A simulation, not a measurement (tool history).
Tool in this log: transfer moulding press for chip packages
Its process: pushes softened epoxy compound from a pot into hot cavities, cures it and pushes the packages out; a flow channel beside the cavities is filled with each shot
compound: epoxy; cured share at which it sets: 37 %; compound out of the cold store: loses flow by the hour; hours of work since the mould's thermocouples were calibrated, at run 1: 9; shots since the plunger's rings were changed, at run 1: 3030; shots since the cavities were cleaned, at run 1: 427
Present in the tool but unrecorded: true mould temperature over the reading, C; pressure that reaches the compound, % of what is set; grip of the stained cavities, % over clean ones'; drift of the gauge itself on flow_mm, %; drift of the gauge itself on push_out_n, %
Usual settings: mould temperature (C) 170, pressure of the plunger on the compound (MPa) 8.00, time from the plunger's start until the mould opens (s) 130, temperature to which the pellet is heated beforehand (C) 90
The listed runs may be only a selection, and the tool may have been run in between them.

run    day  mould temperature (C)  pressure of the plunger on the compound (MPa)  time from the plunger's start until the mould opens (s)  temperature to which the pellet is heated beforehand (C)  hours of work since the mould's thermocouples were calibrated  shots since the plunger's rings were changed  shots since the cavities were cleaned  incoming compound's hours out of the cold store  length that the compound runs in the flow channel (mm)  greatest force on the pins that push the packages out (N)
  1  0.000                    170                                           8.00                                                      130                                                        90                                                              9                                          3030                                    427                                             35.9                                                     810                                                        579
  2  0.312                    170                                           8.00                                                      141                                                        90                                                             13                                          3090                                    487                                             11.8                                                     917                                                        551
  3  0.658                    170                                           8.00                                                      141                                                        90                                                             18                                          3157                                    554                                             19.9                                                     869                                                        586
  4  1.075                    170                                           8.00                                                      141                                                        90                                                             23                                          3237                                    634                                             39.4                                                     786                                                        608
  5  1.275                    170                                           8.00                                                      130                                                        91                                                             26                                          3275                                    672                                             24.8                                                     858                                                        642
  6  1.467                    170                                           8.00                                                      130                                                        91                                                             29                                          3312                                    709                                             36.7                                                     806                                                        641
  7  1.879                    170                                           8.00                                                      130                                                        94                                                             34                                          3391                                    788                                             31.2                                                     820                                                        642
  8  2.183                    170                                           8.00                                                      130                                                        94                                                             38                                          3450                                    847                                             19.2                                                     873                                                        654
  9  2.496                    170                                           8.00                                                      130                                                        94                                                             43                                          3510                                    907                                             44.7                                                     765                                                        641
 10  2.879                    170                                           8.00                                                      130                                                        89                                                             48                                          3584                                    981                                             27.4                                                     827                                                        656
 11  3.146                    170                                           8.00                                                      130                                                        89                                                             51                                          3634                                   1031                                             47.7                                                     764                                                        687
 12  3.379                    170                                           8.00                                                      121                                                        89                                                             55                                          3679                                   1076                                             35.5                                                     806                                                        712
 13  3.733                    170                                           8.00                                                      130                                                        90                                                             59                                          3747                                   1144                                              8.7                                                     916                                                        714
     4.062  -- cavities cleaned with cleaning compound and waxed
 14  4.171                    170                                           8.00                                                      130                                                        90                                                             64                                          3820                                     21                                             39.9                                                     784                                                        807
 15  4.500                    170                                           8.00                                                      130                                                        97                                                             69                                          3882                                     83                                             30.0                                                     803                                                        834
 16  4.892                    163                                           7.24                                                      130                                                        81                                                             74                                          3958                                    159                                             12.9                                                     883                                                       1253
 17  5.212                    170                                           9.78                                                      130                                                        90                                                             79                                          4020                                    221                                             34.8                                                     892                                                        755
     5.492  -- cavities cleaned with cleaning compound and waxed, once more
 18  5.588                    170                                           9.09                                                      161                                                        90                                                             83                                          4080                                     19                                             33.9                                                     852                                                        425
 19  5.933                    170                                           8.00                                                      130                                                        95                                                             87                                          4146                                     85                                             13.8                                                     896                                                        493
 20  6.242                    170                                           8.00                                                      130                                                        95                                                             92                                          4205                                    144                                             20.2                                                     862                                                        519
 21  6.542                    170                                           8.59                                                      130                                                        83                                                             96                                          4263                                    202                                             25.2                                                     873                                                        566
 22  6.762                    170                                           8.59                                                      130                                                        83                                                             99                                          4305                                    244                                             45.6                                                     792                                                        544
 23  7.075                    170                                           7.85                                                      159                                                        85                                                            103                                          4365                                    304                                             26.6                                                     824                                                        549
 24  7.300                    170                                           8.00                                                      130                                                        90                                                            106                                          4408                                    347                                             42.5                                                     770                                                        566
 25  7.567                    170                                           8.79                                                      130                                                        89                                                            110                                          4460                                    399                                             11.7                                                     935                                                        616
 26  7.842                    172                                           8.00                                                      130                                                        94                                                            113                                          4513                                    452                                             36.0                                                     781                                                        568
 27  8.117                    169                                           8.00                                                      130                                                        82                                                            117                                          4565                                    504                                             30.2                                                     811                                                        655
     8.471  -- plunger's sealing rings changed
 28  8.546                    169                                           8.00                                                      130                                                        82                                                            121                                            15                                    567                                             31.0                                                     850                                                        635
 29  8.812                    169                                           8.00                                                      116                                                        80                                                            125                                            67                                    619                                             35.6                                                     851                                                        748

Here are 3 independent what-if runs from the current tool condition. What would each one return?
  A  9.004                    169                                           8.00                                                      116                                                        88                                                            128                                           103                                    655                                             13.6                                                       ?                                                          ?
  B  9.004                    170                                           8.00                                                      130                                                        86                                                            128                                           103                                    655                                             15.0                                                       ?                                                          ?
  C  9.004                    176                                           8.00                                                      130                                                        95                                                            128                                           103                                    655                                             13.7                                                       ?                                                          ?

run  length that the compound runs in the flow channel (mm)  greatest force on the pins that push the packages out (N)
  A                                                     934                                                        796
  B                                                     924                                                        668
  C                                                     901                                                        601
With the hidden condition removed and each run's random variation left untouched, the same runs would have given:
run  length that the compound runs in the flow channel (mm)  greatest force on the pins that push the packages out (N)
  A                                                     940                                                        585
  B                                                     929                                                        488
  C                                                     906                                                        435
